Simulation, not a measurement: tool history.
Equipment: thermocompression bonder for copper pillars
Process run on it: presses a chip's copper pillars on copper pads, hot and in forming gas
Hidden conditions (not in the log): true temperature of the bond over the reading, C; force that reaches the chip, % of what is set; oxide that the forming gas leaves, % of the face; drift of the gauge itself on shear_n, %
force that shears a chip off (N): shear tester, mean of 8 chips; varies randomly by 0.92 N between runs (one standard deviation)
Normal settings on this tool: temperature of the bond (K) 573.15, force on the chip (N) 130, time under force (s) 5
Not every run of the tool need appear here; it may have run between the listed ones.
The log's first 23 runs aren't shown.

| run | hour | temperature of the bond (K) | force on the chip (N) | time under force (s) | hours of work since the heater was calibrated | hours of work since the force cell was calibrated | hours of work since the gas filter was changed | force that shears a chip off (N) |
|---|---|---|---|---|---|---|---|---|
| 24 | 294.5 | 564.15 | 83 | 8 | 645 | 366 | 84 | 55.7 |
| 25 | 313.6 | 573.15 | 173 | 13 | 654 | 375 | 92 | 112.0 |
| 26 | 331.0 | 573.15 | 173 | 5 | 662 | 383 | 100 | 86.9 |
| 27 | 346.5 | 573.15 | 173 | 5 | 669 | 390 | 107 | 89.8 |
| 28 | 356.7 | 595.15 | 94 | 7 | 674 | 395 | 112 | 85.1 |
| 29 | 376.1 | 595.15 | 94 | 7 | 683 | 404 | 121 | 83.1 |
| 30 | 387.0 | 595.15 | 94 | 7 | 688 | 409 | 126 | 84.5 |
| 31 | 401.7 | 595.15 | 89 | 13 | 694 | 415 | 133 | 96.5 |
| 32 | 419.2 | 595.15 | 89 | 4 | 703 | 423 | 141 | 67.0 |
| 33 | 430.9 | 602.15 | 103 | 5 | 708 | 429 | 146 | 85.1 |
| 34 | 448.8 | 588.15 | 175 | 5 | 716 | 437 | 154 | 101.1 |
| 35 | 468.4 | 573.15 | 128 | 11 | 725 | 446 | 163 | 91.1 |
| 36 | 479.0 | 560.15 | 128 | 11 | 730 | 451 | 168 | 81.4 |
| 37 | 496.0 | 573.15 | 122 | 5 | 738 | 459 | 176 | 68.7 |
| 38 | 506.5 | 573.15 | 122 | 5 | 743 | 464 | 181 | 70.3 |
| 39 | 517.3 | 573.15 | 122 | 5 | 747 | 468 | 186 | 69.2 |

5 options for the next run, each taken on its own from the tool as it stands now. Forecast them:
| A | 526.4 | 573.15 | 146 | 5 | 752 | 473 | 190 | ? |
| B | 526.4 | 565.15 | 122 | 5 | 752 | 473 | 190 | ? |
| C | 526.4 | 582.15 | 178 | 13 | 752 | 473 | 190 | ? |
| D | 526.4 | 576.15 | 122 | 8 | 752 | 473 | 190 | ? |
| E | 526.4 | 568.15 | 102 | 5 | 752 | 473 | 190 | ? |

| run | force that shears a chip off (N) |
|---|---|
| A | 78.4 |
| B | 61.4 |
| C | 120.1 |
| D | 83.0 |
| E | 55.2 |
With no hidden state in the tool, these same runs would have given:
| run | force that shears a chip off (N) |
|---|---|
| A | 84.4 |
| B | 66.5 |
| C | 127.0 |
| D | 89.1 |
| E | 59.9 |
